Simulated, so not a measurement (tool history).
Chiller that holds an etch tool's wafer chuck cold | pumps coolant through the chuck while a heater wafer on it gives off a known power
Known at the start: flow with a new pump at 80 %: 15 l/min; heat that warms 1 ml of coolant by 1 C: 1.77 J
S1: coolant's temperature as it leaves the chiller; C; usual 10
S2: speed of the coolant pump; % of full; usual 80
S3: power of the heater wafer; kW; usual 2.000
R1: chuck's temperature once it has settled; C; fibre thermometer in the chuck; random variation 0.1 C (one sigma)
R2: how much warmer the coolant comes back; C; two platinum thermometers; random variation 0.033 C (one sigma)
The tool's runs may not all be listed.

| run | hour | S1 | S2 | S3 | R1 | R2 |
|---|---|---|---|---|---|---|
| 1 | 0.0 | 10 | 80 | 2.000 | 23.5 | 4.58 |
| 2 | 62.3 | 10 | 80 | 2.000 | 23.5 | 4.55 |
| 3 | 136.8 | 10 | 80 | 2.000 | 23.8 | 4.56 |
| 4 | 219.4 | 10 | 80 | 2.000 | 23.7 | 4.56 |
| 5 | 259.7 | 10 | 80 | 2.000 | 23.7 | 4.66 |
| 6 | 334.4 | 10 | 66 | 2.000 | 26.5 | 5.74 |
| 7 | 400.4 | 10 | 66 | 2.000 | 26.6 | 5.75 |
| 8 | 461.5 | 10 | 66 | 2.000 | 26.6 | 5.71 |
| 9 | 514.8 | 10 | 66 | 2.000 | 26.6 | 5.69 |
| 10 | 564.4 | 10 | 66 | 2.000 | 26.8 | 5.73 |
| 11 | 615.1 | 10 | 80 | 2.000 | 23.9 | 4.63 |
| 12 | 671.9 | 10 | 80 | 2.000 | 23.9 | 4.57 |
| 13 | 718.3 | 10 | 80 | 2.000 | 24.0 | 4.62 |
| 14 | 793.3 | 10 | 96 | 2.000 | 21.8 | 3.69 |
| 15 | 843.1 | 10 | 96 | 2.000 | 21.7 | 3.72 |
| 16 | 922.0 | 10 | 96 | 2.000 | 21.8 | 3.73 |
| 17 | 982.3 | 10 | 96 | 2.000 | 21.9 | 3.78 |
| 18 | 1016.8 | 10 | 96 | 2.000 | 21.7 | 3.76 |
| 19 | 1099.2 | 10 | 96 | 2.000 | 21.8 | 3.75 |
| 20 | 1156.6 | 9 | 61 | 1.006 | 18.4 | 3.17 |
| 21 | 1194.5 | 1 | 63 | 1.359 | 13.5 | 4.13 |
| 22 | 1279.4 | 1 | 63 | 1.359 | 13.3 | 4.21 |
| 23 | 1341.3 | 5 | 80 | 2.000 | 19.2 | 4.62 |
| 24 | 1376.3 | 5 | 97 | 1.263 | 12.5 | 2.34 |
|  | 1383.2 | chiller's thermometer calibrated |
| 25 | 1444.4 | 9 | 92 | 1.323 | 16.8 | 2.60 |
| 26 | 1528.0 | 12 | 80 | 2.000 | 25.9 | 4.66 |
| 27 | 1581.8 | 10 | 80 | 2.840 | 30.0 | 6.63 |
| 28 | 1627.5 | 13 | 87 | 2.000 | 25.9 | 4.23 |

5 ways to go on from here, each from the tool as it stands after run 28. What would each give?
| A | 1699.7 | 13 | 66 | 2.774 | ? | ? |
| B | 1699.7 | 10 | 80 | 1.007 | ? | ? |
| C | 1699.7 | 11 | 74 | 2.000 | ? | ? |
| D | 1699.7 | 16 | 87 | 2.165 | ? | ? |
| E | 1699.7 | 4 | 92 | 2.678 | ? | ? |

| run | R1 | R2 |
|---|---|---|
| A | 36.5 | 8.09 |
| B | 16.9 | 2.33 |
| C | 26.2 | 5.13 |
| D | 29.9 | 4.59 |
| E | 20.3 | 5.32 |
Without the tool's hidden state the same runs would have given:
| run | R1 | R2 |
|---|---|---|
| A | 33.6 | 7.84 |
| B | 16.1 | 2.26 |
| C | 24.4 | 4.97 |
| D | 28.2 | 4.45 |
| E | 18.3 | 5.16 |
